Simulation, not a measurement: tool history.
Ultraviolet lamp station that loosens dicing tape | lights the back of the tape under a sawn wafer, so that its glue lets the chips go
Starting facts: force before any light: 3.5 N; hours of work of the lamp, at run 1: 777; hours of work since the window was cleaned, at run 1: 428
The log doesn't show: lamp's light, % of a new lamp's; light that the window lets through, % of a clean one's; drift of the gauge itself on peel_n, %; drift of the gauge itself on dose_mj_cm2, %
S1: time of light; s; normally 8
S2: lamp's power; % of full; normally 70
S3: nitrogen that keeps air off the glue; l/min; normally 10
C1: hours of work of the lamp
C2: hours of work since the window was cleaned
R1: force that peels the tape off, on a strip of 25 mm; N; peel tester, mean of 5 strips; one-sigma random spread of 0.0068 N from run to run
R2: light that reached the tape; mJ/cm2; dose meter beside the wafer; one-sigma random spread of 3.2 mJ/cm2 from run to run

Run 1, hour 0.0: usual settings; C1 777; C2 428. Result: R1 0.423 N, R2 366 mJ/cm2.
Run 2, hour 34.9: usual settings; C1 798; C2 450. Result: R1 0.429 N, R2 356 mJ/cm2.
Run 3, hour 58.1: usual settings; C1 813; C2 464. Result: R1 0.457 N, R2 356 mJ/cm2.
Run 4, hour 89.4: usual settings but S3 13 l/min; C1 832; C2 483. Result: R1 0.416 N, R2 351 mJ/cm2.
Run 5, hour 127.2: usual settings but S3 13 l/min; C1 855; C2 506. Result: R1 0.427 N, R2 348 mJ/cm2.
Run 6, hour 145.2: usual settings but S3 13 l/min; C1 866; C2 517. Result: R1 0.436 N, R2 346 mJ/cm2.
Run 7, hour 182.3: usual settings; C1 889; C2 540. Result: R1 0.479 N, R2 341 mJ/cm2.
Run 8, hour 223.0: usual settings; C1 913; C2 565. Result: R1 0.521 N, R2 338 mJ/cm2.
Run 9, hour 257.8: usual settings but S1 7 s; C1 935; C2 586. Result: R1 0.644 N, R2 290 mJ/cm2.
Run 10, hour 290.1: usual settings but S1 7 s; C1 955; C2 606. Result: R1 0.642 N, R2 284 mJ/cm2.
Run 11, hour 324.7: usual settings but S1 7 s; C1 976; C2 627. Result: R1 0.656 N, R2 281 mJ/cm2.
At hour 338.3: window cleaned of glue's vapour.
Run 12, hour 357.3: usual settings but S1 7 s; C1 995; C2 12. Result: R1 0.486 N, R2 330 mJ/cm2.
Run 13, hour 386.9: usual settings but S2 86 % of full; C1 1013; C2 30. Result: R1 0.252 N, R2 467 mJ/cm2.
Run 14, hour 429.1: usual settings but S1 5 s, S2 94 % of full; C1 1039; C2 56. Result: R1 0.578 N, R2 307 mJ/cm2.
Run 15, hour 466.6: usual settings but S1 5 s, S2 68 % of full, S3 4 l/min; C1 1062; C2 79. Result: R1 1.132 N, R2 222 mJ/cm2.
Run 16, hour 499.1: usual settings but S1 13 s, S2 69 % of full, S3 16 l/min; C1 1082; C2 98. Result: R1 0.138 N, R2 588 mJ/cm2.
Run 17, hour 532.6: usual settings but S1 13 s, S2 69 % of full, S3 3 l/min; C1 1103; C2 119. Result: R1 0.295 N, R2 579 mJ/cm2.
Run 18, hour 552.9: usual settings but S1 9 s, S2 71 % of full, S3 3 l/min; C1 1115; C2 131. Result: R1 0.554 N, R2 409 mJ/cm2.
Run 19, hour 594.1: usual settings but S1 6 s, S2 63 % of full; C1 1140; C2 157. Result: R1 0.819 N, R2 236 mJ/cm2.
Run 20, hour 616.8: usual settings but S2 90 % of full; C1 1154; C2 170. Result: R1 0.270 N, R2 457 mJ/cm2.
Run 21, hour 653.0: usual settings but S1 11 s, S2 75 % of full, S3 5 l/min; C1 1176; C2 193. Result: R1 0.293 N, R2 507 mJ/cm2.
Run 22, hour 678.1: usual settings but S1 5 s; C1 1192; C2 208. Result: R1 0.997 N, R2 214 mJ/cm2.
Run 23, hour 699.3: usual settings but S1 13 s, S2 89 % of full, S3 6 l/min; C1 1205; C2 221. Result: R1 0.150 N, R2 698 mJ/cm2.
Run 24, hour 727.4: usual settings but S1 13 s, S2 89 % of full, S3 6 l/min; C1 1222; C2 238. Result: R1 0.153 N, R2 693 mJ/cm2.
Run 25, hour 765.9: usual settings but S1 6 s, S2 67 % of full, S3 19 l/min; C1 1245; C2 262. Result: R1 0.741 N, R2 234 mJ/cm2.

3 ways to go on from here, each from the tool as it stands after run 25. What would each give?
Run A, hour 807.0: usual settings but S2 61 % of full, S3 4 l/min; C1 1271; C2 287. Result: R1 ?, R2 ?.
Run B, hour 807.0: usual settings but S1 11 s, S2 67 % of full, S3 19 l/min; C1 1271; C2 287. Result: R1 ?, R2 ?.
Run C, hour 807.0: usual settings but S1 4 s, S2 81 % of full, S3 14 l/min; C1 1271; C2 287. Result: R1 ?, R2 ?.

run     R1   R2
  A  0.897  276
  B  0.239  427
  C  1.066  181
With no hidden state in the tool, these same runs would have given:
run     R1   R2
  A  0.461  425
  B  0.109  652
  C  0.589  281
